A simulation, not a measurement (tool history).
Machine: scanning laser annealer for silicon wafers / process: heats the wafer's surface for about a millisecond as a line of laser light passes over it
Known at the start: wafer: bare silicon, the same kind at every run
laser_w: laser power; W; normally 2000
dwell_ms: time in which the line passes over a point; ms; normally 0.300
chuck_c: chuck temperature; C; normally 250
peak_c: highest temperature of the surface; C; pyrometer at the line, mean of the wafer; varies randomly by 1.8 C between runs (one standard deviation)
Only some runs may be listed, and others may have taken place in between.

run 1 hour=0.0 | laser_w=2000 dwell_ms=0.300 chuck_c=250 | peak_c=955
run 2 hour=34.1 | laser_w=2000 dwell_ms=0.300 chuck_c=283 | peak_c=986
run 3 hour=76.3 | laser_w=2000 dwell_ms=0.300 chuck_c=259 | peak_c=960
run 4 hour=121.7 | laser_w=2107 dwell_ms=0.300 chuck_c=250 | peak_c=991
run 5 hour=169.3 | laser_w=2107 dwell_ms=0.300 chuck_c=250 | peak_c=987
run 6 hour=210.4 | laser_w=2107 dwell_ms=0.300 chuck_c=250 | peak_c=984
-- hour=237.4 window over the wafer cleaned
run 7 hour=274.8 | laser_w=2107 dwell_ms=0.300 chuck_c=250 | peak_c=965
run 8 hour=312.1 | laser_w=2107 dwell_ms=0.300 chuck_c=250 | peak_c=963
run 9 hour=357.7 | laser_w=2000 dwell_ms=0.330 chuck_c=250 | peak_c=951
-- hour=386.4 window over the wafer cleaned, once more
run 10 hour=410.7 | laser_w=2000 dwell_ms=0.300 chuck_c=250 | peak_c=966
run 11 hour=450.1 | laser_w=2000 dwell_ms=0.300 chuck_c=250 | peak_c=963
run 12 hour=491.9 | laser_w=2000 dwell_ms=0.354 chuck_c=250 | peak_c=1020
run 13 hour=557.2 | laser_w=2142 dwell_ms=0.350 chuck_c=250 | peak_c=1073
run 14 hour=622.4 | laser_w=1717 dwell_ms=0.340 chuck_c=260 | peak_c=892
run 15 hour=662.1 | laser_w=2162 dwell_ms=0.218 chuck_c=253 | peak_c=901
run 16 hour=703.0 | laser_w=2054 dwell_ms=0.343 chuck_c=253 | peak_c=1016
run 17 hour=737.8 | laser_w=2054 dwell_ms=0.343 chuck_c=253 | peak_c=1019
run 18 hour=799.2 | laser_w=2054 dwell_ms=0.343 chuck_c=253 | peak_c=1014
run 19 hour=836.6 | laser_w=2000 dwell_ms=0.300 chuck_c=276 | peak_c=961
run 20 hour=889.4 | laser_w=2000 dwell_ms=0.300 chuck_c=276 | peak_c=961
-- hour=920.5 window over the wafer cleaned
run 21 hour=939.1 | laser_w=2014 dwell_ms=0.300 chuck_c=211 | peak_c=925

What if the next run were any one of these 5? Each begins from the tool's condition after run 21:
run A hour=980.8 | laser_w=2152 dwell_ms=0.300 chuck_c=250 | peak_c=?
run B hour=980.8 | laser_w=2014 dwell_ms=0.300 chuck_c=276 | peak_c=?
run C hour=980.8 | laser_w=1985 dwell_ms=0.352 chuck_c=223 | peak_c=?
run D hour=980.8 | laser_w=1954 dwell_ms=0.347 chuck_c=263 | peak_c=?
run E hour=980.8 | laser_w=1859 dwell_ms=0.260 chuck_c=217 | peak_c=?

run=A peak_c=1017
run=B peak_c=989
run=C peak_c=984
run=D peak_c=1002
run=E peak_c=823
Take away the tool's hidden state, keep each run's random variation, and the runs would have read:
run=A peak_c=1033
run=B peak_c=1003
run=C peak_c=999
run=D peak_c=1017
run=E peak_c=836

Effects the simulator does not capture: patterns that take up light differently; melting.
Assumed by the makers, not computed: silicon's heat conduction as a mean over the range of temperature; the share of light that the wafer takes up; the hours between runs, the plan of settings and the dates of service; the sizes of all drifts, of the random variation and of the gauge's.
